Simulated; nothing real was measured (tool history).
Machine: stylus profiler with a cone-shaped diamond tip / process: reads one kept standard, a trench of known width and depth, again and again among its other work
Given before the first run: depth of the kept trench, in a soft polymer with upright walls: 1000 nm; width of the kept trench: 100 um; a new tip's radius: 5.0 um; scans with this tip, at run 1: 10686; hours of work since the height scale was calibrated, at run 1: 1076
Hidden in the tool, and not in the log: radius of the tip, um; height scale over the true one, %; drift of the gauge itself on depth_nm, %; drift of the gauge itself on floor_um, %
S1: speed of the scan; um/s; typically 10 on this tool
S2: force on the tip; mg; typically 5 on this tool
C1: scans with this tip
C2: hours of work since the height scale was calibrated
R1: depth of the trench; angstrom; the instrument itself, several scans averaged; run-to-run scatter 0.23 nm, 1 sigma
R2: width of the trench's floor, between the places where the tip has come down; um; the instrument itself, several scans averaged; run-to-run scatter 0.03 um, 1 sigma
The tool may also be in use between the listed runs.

Run 1, hour 0: usual settings; C1 10686; C2 1076. Result: R1 10169.5 angstrom, R2 91.66 um.
Run 2, hour 40.4: usual settings; C1 10950; C2 1103. Result: R1 10165.8 angstrom, R2 91.59 um.
Run 3, hour 107.9: usual settings but S2 3.45 mg; C1 11390; C2 1147. Result: R1 10117.7 angstrom, R2 91.48 um.
Run 4, hour 147.2: usual settings but S2 2.92 mg; C1 11646; C2 1173. Result: R1 10104.8 angstrom, R2 91.47 um.
Run 5, hour 182.9: usual settings but S2 2.83 mg; C1 11879; C2 1196. Result: R1 10098 angstrom, R2 91.45 um.
Run 6, hour 218.9: usual settings but S2 2.83 mg; C1 12114; C2 1220. Result: R1 10100.9 angstrom, R2 91.39 um.
Run 7, hour 257.2: usual settings; C1 12363; C2 1245. Result: R1 10161.8 angstrom, R2 91.32 um.
Run 8, hour 288.3: usual settings; C1 12566; C2 1266. Result: R1 10161.4 angstrom, R2 91.35 um.
Run 9, hour 364.6: usual settings but S1 4 um/s, S2 2.85 mg; C1 13063; C2 1316. Result: R1 10096 angstrom, R2 91.19 um.
At hour 372: height scale calibrated on a step standard.
Run 10, hour 421.8: usual settings but S1 4 um/s, S2 2.85 mg; C1 13433; C2 33. Result: R1 10080.4 angstrom, R2 91.16 um.

Expected results for the next run?
Run 11, hour 489: usual settings but S1 3 um/s, S2 5.09 mg; C1 13872; C2 77. Result: R1 ?, R2 ?.

R1: 10150 angstrom
R2: 91.15 um
The same run, on a tool lacking any hidden state, would have yielded R1 10211.9 angstrom, R2 94.04 um.

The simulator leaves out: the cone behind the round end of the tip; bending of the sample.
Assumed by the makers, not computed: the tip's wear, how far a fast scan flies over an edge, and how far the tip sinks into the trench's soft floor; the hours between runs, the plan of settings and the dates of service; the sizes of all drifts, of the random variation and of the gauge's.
